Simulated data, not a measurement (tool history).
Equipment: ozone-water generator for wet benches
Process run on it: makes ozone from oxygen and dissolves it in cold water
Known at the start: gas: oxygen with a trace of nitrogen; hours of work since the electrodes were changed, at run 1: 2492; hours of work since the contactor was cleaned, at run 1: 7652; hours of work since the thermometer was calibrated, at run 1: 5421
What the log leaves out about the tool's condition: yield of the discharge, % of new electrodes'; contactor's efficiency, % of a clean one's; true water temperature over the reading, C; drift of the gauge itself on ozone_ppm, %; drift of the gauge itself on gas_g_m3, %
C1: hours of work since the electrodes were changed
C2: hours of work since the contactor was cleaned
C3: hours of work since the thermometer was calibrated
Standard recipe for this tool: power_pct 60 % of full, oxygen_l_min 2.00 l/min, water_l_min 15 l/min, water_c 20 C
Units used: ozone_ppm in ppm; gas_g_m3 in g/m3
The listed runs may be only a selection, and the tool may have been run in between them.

run 1 hour=0.0 | power_pct=60 oxygen_l_min=2.00 water_l_min=15 water_c=20 | C1=2492 C2=7652 C3=5421 | ozone_ppm=9.0 gas_g_m3=139.5
run 2 hour=58.0 | power_pct=60 oxygen_l_min=2.00 water_l_min=15 water_c=20 | C1=2541 C2=7701 C3=5469 | ozone_ppm=9.0 gas_g_m3=140.4
-- hour=91.7 water thermometer calibrated
run 3 hour=125.4 | power_pct=60 oxygen_l_min=2.00 water_l_min=15 water_c=14 | C1=2596 C2=7756 C3=28 | ozone_ppm=9.6 gas_g_m3=139.7
run 4 hour=227.0 | power_pct=60 oxygen_l_min=2.00 water_l_min=15 water_c=20 | C1=2681 C2=7841 C3=113 | ozone_ppm=9.2 gas_g_m3=140.5
run 5 hour=282.9 | power_pct=60 oxygen_l_min=1.07 water_l_min=15 water_c=20 | C1=2728 C2=7887 C3=159 | ozone_ppm=6.7 gas_g_m3=173.0
run 6 hour=343.6 | power_pct=60 oxygen_l_min=2.00 water_l_min=15 water_c=21 | C1=2778 C2=7938 C3=210 | ozone_ppm=8.8 gas_g_m3=140.2
run 7 hour=408.6 | power_pct=60 oxygen_l_min=2.00 water_l_min=15 water_c=21 | C1=2832 C2=7992 C3=264 | ozone_ppm=8.8 gas_g_m3=140.1
run 8 hour=485.0 | power_pct=60 oxygen_l_min=2.00 water_l_min=15 water_c=21 | C1=2896 C2=8056 C3=328 | ozone_ppm=8.8 gas_g_m3=139.9
run 9 hour=606.0 | power_pct=60 oxygen_l_min=2.62 water_l_min=15 water_c=20 | C1=2997 C2=8156 C3=428 | ozone_ppm=9.8 gas_g_m3=129.8
run 10 hour=693.1 | power_pct=74 oxygen_l_min=2.20 water_l_min=10 water_c=21 | C1=3069 C2=8229 C3=501 | ozone_ppm=15.4 gas_g_m3=157.3
run 11 hour=802.5 | power_pct=74 oxygen_l_min=2.20 water_l_min=10 water_c=20 | C1=3160 C2=8320 C3=592 | ozone_ppm=15.5 gas_g_m3=158.5
run 12 hour=875.6 | power_pct=60 oxygen_l_min=2.00 water_l_min=20 water_c=21 | C1=3221 C2=8381 C3=653 | ozone_ppm=6.4 gas_g_m3=139.4
run 13 hour=988.9 | power_pct=60 oxygen_l_min=2.00 water_l_min=20 water_c=21 | C1=3316 C2=8475 C3=747 | ozone_ppm=6.4 gas_g_m3=140.1
run 14 hour=1067.5 | power_pct=60 oxygen_l_min=2.00 water_l_min=20 water_c=21 | C1=3381 C2=8541 C3=813 | ozone_ppm=6.5 gas_g_m3=138.9
run 15 hour=1132.2 | power_pct=55 oxygen_l_min=2.13 water_l_min=14 water_c=26 | C1=3435 C2=8595 C3=867 | ozone_ppm=8.5 gas_g_m3=126.8

Predict each of these 4 candidate next runs independently; none follows another, all start after run 15:
run A hour=1227.4 | power_pct=60 oxygen_l_min=2.00 water_l_min=10 water_c=28 | C1=3514 C2=8674 C3=946 | ozone_ppm=? gas_g_m3=?
run B hour=1227.4 | power_pct=55 oxygen_l_min=3.10 water_l_min=17 water_c=18 | C1=3514 C2=8674 C3=946 | ozone_ppm=? gas_g_m3=?
run C hour=1227.4 | power_pct=51 oxygen_l_min=2.00 water_l_min=23 water_c=13 | C1=3514 C2=8674 C3=946 | ozone_ppm=? gas_g_m3=?
run D hour=1227.4 | power_pct=62 oxygen_l_min=2.13 water_l_min=12 water_c=18 | C1=3514 C2=8674 C3=946 | ozone_ppm=? gas_g_m3=?

run=A ozone_ppm=11.7 gas_g_m3=138.1
run=B ozone_ppm=8.8 gas_g_m3=113.0
run=C ozone_ppm=4.9 gas_g_m3=122.9
run=D ozone_ppm=11.7 gas_g_m3=139.2
Without the tool's unlogged condition, the same runs would have read:
run=A ozone_ppm=12.9 gas_g_m3=144.2
run=B ozone_ppm=9.7 gas_g_m3=117.6
run=C ozone_ppm=5.5 gas_g_m3=127.6
run=D ozone_ppm=12.9 gas_g_m3=145.5

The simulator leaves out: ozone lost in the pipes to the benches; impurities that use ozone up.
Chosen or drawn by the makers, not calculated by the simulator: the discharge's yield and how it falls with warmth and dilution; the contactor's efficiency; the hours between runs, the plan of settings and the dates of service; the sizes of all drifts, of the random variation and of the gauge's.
